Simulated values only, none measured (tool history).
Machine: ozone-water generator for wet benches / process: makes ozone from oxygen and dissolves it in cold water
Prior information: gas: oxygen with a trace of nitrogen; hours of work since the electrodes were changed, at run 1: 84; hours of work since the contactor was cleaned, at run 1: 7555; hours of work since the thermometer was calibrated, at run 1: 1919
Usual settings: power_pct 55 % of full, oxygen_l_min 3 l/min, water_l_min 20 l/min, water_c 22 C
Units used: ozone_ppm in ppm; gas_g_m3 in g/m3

| run | hour | power_pct | oxygen_l_min | water_l_min | water_c | hours of work since the electrodes were changed | hours of work since the contactor was cleaned | hours of work since the thermometer was calibrated | ozone_ppm | gas_g_m3 |
|---|---|---|---|---|---|---|---|---|---|---|
| 1 | 0 | 55 | 3 | 20 | 22 | 84 | 7555 | 1919 | 11.6 | 186.8 |
| 2 | 28.8 | 55 | 3 | 20 | 22 | 104 | 7575 | 1938 | 11.7 | 186.7 |
| 3 | 60.1 | 55 | 3 | 20 | 22 | 126 | 7597 | 1960 | 11.4 | 185.4 |
| 4 | 76.4 | 55 | 3 | 20 | 22 | 137 | 7608 | 1971 | 11.6 | 186.2 |
| 5 | 93 | 55 | 3 | 20 | 22 | 149 | 7619 | 1983 | 11.8 | 186.8 |
| 6 | 116 | 55 | 1.85 | 20 | 22 | 165 | 7635 | 1999 | 11 | 248.3 |
| 7 | 130.4 | 55 | 1.85 | 20 | 22 | 175 | 7645 | 2009 | 10.8 | 251 |
| 8 | 147.1 | 55 | 1.85 | 20 | 22 | 186 | 7657 | 2020 | 11 | 246.4 |
| 9 | 172.9 | 55 | 1.85 | 20 | 22 | 204 | 7675 | 2038 | 11 | 247.3 |
| 10 | 191.1 | 51 | 3 | 20 | 22 | 216 | 7687 | 2051 | 11 | 174 |
| 11 | 222.1 | 74 | 3 | 20 | 22 | 238 | 7709 | 2072 | 14.9 | 239.7 |
| 12 | 253.3 | 74 | 3 | 20 | 22 | 259 | 7730 | 2094 | 15 | 237.5 |
| 13 | 268.8 | 74 | 3 | 20 | 22 | 270 | 7741 | 2104 | 14.9 | 239.6 |
| 14 | 289 | 55 | 1.65 | 20 | 22 | 284 | 7755 | 2118 | 10.9 | 263.9 |
| 15 | 307 | 53 | 3 | 20 | 22 | 297 | 7767 | 2131 | 11.3 | 179.2 |
| 16 | 337.3 | 53 | 3 | 20 | 22 | 317 | 7788 | 2152 | 11.4 | 180.2 |
| 17 | 366.9 | 55 | 3 | 25 | 22 | 338 | 7809 | 2172 | 8.9 | 184.1 |
| 18 | 389.6 | 72 | 3.71 | 25 | 25 | 354 | 7824 | 2188 | 11.2 | 205.6 |
| 19 | 412.8 | 72 | 3.71 | 25 | 25 | 370 | 7840 | 2204 | 11.2 | 205.7 |
| 20 | 437.5 | 52 | 3 | 14 | 22 | 387 | 7857 | 2221 | 15.5 | 177.1 |
| 21 | 469.2 | 41 | 2.76 | 22 | 20 | 409 | 7879 | 2243 | 8.3 | 152.5 |
| 22 | 497.4 | 55 | 4 | 13 | 22 | 428 | 7899 | 2262 | 16.8 | 155.6 |
| 23 | 527.9 | 55 | 4 | 13 | 22 | 449 | 7920 | 2283 | 16.8 | 155.8 |
|  | 531.2 | water thermometer calibrated |
| 24 | 559 | 65 | 4 | 19 | 22 | 470 | 7941 | 19 | 13.9 | 176.2 |
| 25 | 574.7 | 52 | 4 | 18 | 24 | 481 | 7952 | 30 | 12.1 | 149.5 |
|  | 589 | water thermometer calibrated, once more |
| 26 | 597 | 94 | 4 | 18 | 19 | 496 | 7967 | 6 | 21 | 245.2 |
| 27 | 628.3 | 94 | 4 | 18 | 19 | 518 | 7988 | 27 | 20.5 | 242.4 |
| 28 | 658.9 | 94 | 3.7 | 18 | 26 | 539 | 8010 | 48 | 19 | 257 |
| 29 | 684.3 | 94 | 3.7 | 18 | 26 | 556 | 8027 | 66 | 19.1 | 253.5 |
| 30 | 706 | 94 | 4.74 | 17 | 26 | 571 | 8042 | 81 | 19.4 | 217.7 |
| 31 | 733.7 | 97 | 3 | 20 | 20 | 591 | 8061 | 100 | 18.8 | 293.2 |
| 32 | 762.6 | 97 | 1.77 | 21 | 20 | 611 | 8081 | 120 | 16.9 | 407 |
| 33 | 789.4 | 55 | 3 | 20 | 28 | 629 | 8100 | 138 | 10.9 | 184.8 |
| 34 | 806.3 | 52 | 2.08 | 17 | 27 | 641 | 8111 | 150 | 12 | 219.1 |

Entry by entry between the runs, the difference in hidden state between the last listed run before and the first listed run after:
Runs 23 to 24: water thermometer calibrated (hour 531.2)
  yield of the discharge, % of new electrodes': 99.7 -> 99.6; true water temperature over the reading, C: 0.07 -> 0.1
  difference, measured minus the result without the unlogged condition, ozone_ppm: -1.1 -> -1.1 ppm; gas_g_m3: -0.4 -> -0.6 g/m3
Runs 25 to 26: water thermometer calibrated, once more (hour 589)
  true water temperature over the reading, C: 0.1 -> 0.04
  difference, measured minus the result without the unlogged condition, ozone_ppm: -1 -> -1.7 ppm; gas_g_m3: -0.5 -> -1.3 g/m3

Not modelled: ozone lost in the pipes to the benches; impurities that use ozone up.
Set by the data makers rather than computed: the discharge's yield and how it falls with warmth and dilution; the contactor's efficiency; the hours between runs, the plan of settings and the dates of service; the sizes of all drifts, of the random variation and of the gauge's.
